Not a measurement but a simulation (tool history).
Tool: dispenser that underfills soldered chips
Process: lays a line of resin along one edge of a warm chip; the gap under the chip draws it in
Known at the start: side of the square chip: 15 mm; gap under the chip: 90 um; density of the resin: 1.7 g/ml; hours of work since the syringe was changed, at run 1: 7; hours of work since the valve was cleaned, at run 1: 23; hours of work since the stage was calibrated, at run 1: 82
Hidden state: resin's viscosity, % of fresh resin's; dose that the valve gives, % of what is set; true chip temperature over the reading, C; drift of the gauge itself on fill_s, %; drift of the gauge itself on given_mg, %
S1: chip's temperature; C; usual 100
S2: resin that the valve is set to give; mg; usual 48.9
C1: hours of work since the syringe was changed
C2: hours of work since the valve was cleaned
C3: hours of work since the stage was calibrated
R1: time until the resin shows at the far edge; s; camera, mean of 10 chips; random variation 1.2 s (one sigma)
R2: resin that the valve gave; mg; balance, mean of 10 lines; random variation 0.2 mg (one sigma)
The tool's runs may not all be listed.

| run | day | S1 | S2 | C1 | C2 | C3 | R1 | R2 |
|---|---|---|---|---|---|---|---|---|
| 1 | 0.000 | 100 | 48.9 | 7 | 23 | 82 | 199.0 | 48.06 |
|  | 0.096 | new syringe of resin |
| 2 | 0.262 | 100 | 48.9 | 3 | 27 | 86 | 137.4 | 47.95 |
| 3 | 0.442 | 96 | 48.9 | 6 | 30 | 89 | 191.4 | 47.90 |
| 4 | 0.604 | 96 | 48.9 | 8 | 32 | 91 | 234.2 | 47.58 |
|  | 0.642 | new syringe of resin |
| 5 | 0.896 | 100 | 48.9 | 4 | 37 | 96 | 154.5 | 47.49 |
|  | 1.200 | new syringe of resin |
| 6 | 1.233 | 100 | 48.9 | 1 | 42 | 101 | 118.8 | 47.43 |
| 7 | 1.375 | 112 | 48.9 | 3 | 44 | 103 | 101.6 | 46.98 |
| 8 | 1.638 | 100 | 48.9 | 7 | 49 | 108 | 200.1 | 47.15 |
|  | 1.758 | new syringe of resin |
| 9 | 1.908 | 100 | 48.9 | 2 | 53 | 112 | 135.6 | 46.72 |
| 10 | 2.071 | 100 | 48.9 | 5 | 56 | 115 | 165.2 | 46.67 |
|  | 2.317 | new syringe of resin |
| 11 | 2.404 | 100 | 48.9 | 1 | 61 | 120 | 129.3 | 46.18 |
| 12 | 2.592 | 100 | 43.6 | 5 | 64 | 123 | 165.0 | 41.14 |
| 13 | 2.838 | 100 | 43.6 | 9 | 68 | 127 | 223.8 | 41.03 |
|  | 2.862 | new syringe of resin |
| 14 | 3.083 | 100 | 47.3 | 4 | 72 | 131 | 149.8 | 44.36 |
| 15 | 3.375 | 100 | 47.3 | 8 | 76 | 135 | 218.8 | 44.13 |
|  | 3.404 | new syringe of resin |
| 16 | 3.608 | 96 | 60.9 | 3 | 80 | 139 | 156.0 | 57.02 |
| 17 | 3.838 | 91 | 54.6 | 7 | 84 | 143 | 243.9 | 50.74 |
|  | 3.946 | new syringe of resin |
| 18 | 4.012 | 91 | 54.6 | 1 | 86 | 145 | 160.3 | 50.38 |
| 19 | 4.342 | 108 | 57.1 | 6 | 92 | 151 | 145.8 | 52.63 |
|  | 4.500 | new syringe of resin |
| 20 | 4.654 | 102 | 53.8 | 3 | 97 | 156 | 131.4 | 49.31 |
| 21 | 4.792 | 102 | 53.8 | 5 | 99 | 158 | 150.1 | 49.19 |

Hidden state at the last listed run before each entry between runs and at the first one after, where it differs:
Between runs 1 and 2: new syringe of resin (day 0.096)
  resin's viscosity, % of fresh resin's: 177 -> 121.3; dose that the valve gives, % of what is set: 98.14 -> 97.78; true chip temperature over the reading, C: 0.29 -> 0.31
  measured less the result without the state, R1: +86.2 -> +23.6 s; R2: -0.91 -> -1.08 mg
Between runs 4 and 5: new syringe of resin (day 0.642)
  resin's viscosity, % of fresh resin's: 184.9 -> 136.3; dose that the valve gives, % of what is set: 97.32 -> 96.9; true chip temperature over the reading, C: 0.32 -> 0.34
  measured less the result without the state, R1: +107.3 -> +40.9 s; R2: -1.31 -> -1.52 mg
Between runs 5 and 6: new syringe of resin (day 1.200)
  resin's viscosity, % of fresh resin's: 136.3 -> 105.5; dose that the valve gives, % of what is set: 96.9 -> 96.41; true chip temperature over the reading, C: 0.34 -> 0.36
  measured less the result without the state, R1: +40.9 -> +6.0 s; R2: -1.52 -> -1.76 mg
Between runs 8 and 9: new syringe of resin (day 1.758)
  resin's viscosity, % of fresh resin's: 173.8 -> 119.3; dose that the valve gives, % of what is set: 95.89 -> 95.54; true chip temperature over the reading, C: 0.38 -> 0.39
  measured less the result without the state, R1: +84.9 -> +21.8 s; R2: -2.02 -> -2.19 mg
Between runs 10 and 11: new syringe of resin (day 2.317)
  resin's viscosity, % of fresh resin's: 145.4 -> 112.1; dose that the valve gives, % of what is set: 95.31 -> 94.83; true chip temperature over the reading, C: 0.4 -> 0.42
  measured less the result without the state, R1: +51.6 -> +14.1 s; R2: -2.30 -> -2.52 mg
Between runs 13 and 14: new syringe of resin (day 2.862)
  resin's viscosity, % of fresh resin's: 190.5 -> 131.3; dose that the valve gives, % of what is set: 94.23 -> 93.88; true chip temperature over the reading, C: 0.44 -> 0.45
  measured less the result without the state, R1: +107.4 -> +36.2 s; R2: -2.51 -> -2.89 mg
Between runs 15 and 16: new syringe of resin (day 3.404)
  resin's viscosity, % of fresh resin's: 187.7 -> 125.9; dose that the valve gives, % of what is set: 93.46 -> 93.11; true chip temperature over the reading, C: 0.47 -> 0.48
  measured less the result without the state, R1: +102.6 -> +30.9 s; R2: -3.09 -> -4.22 mg
Between runs 17 and 18: new syringe of resin (day 3.946)
  resin's viscosity, % of fresh resin's: 166.7 -> 108.4; dose that the valve gives, % of what is set: 92.79 -> 92.56; true chip temperature over the reading, C: 0.49 -> 0.5
  measured less the result without the state, R1: +96.8 -> +11.8 s; R2: -3.94 -> -4.05 mg
Between runs 19 and 20: new syringe of resin (day 4.500)
  resin's viscosity, % of fresh resin's: 162.5 -> 121.4; dose that the valve gives, % of what is set: 92.09 -> 91.67; true chip temperature over the reading, C: 0.52 -> 0.54
  measured less the result without the state, R1: +55.4 -> +22.9 s; R2: -4.52 -> -4.48 mg
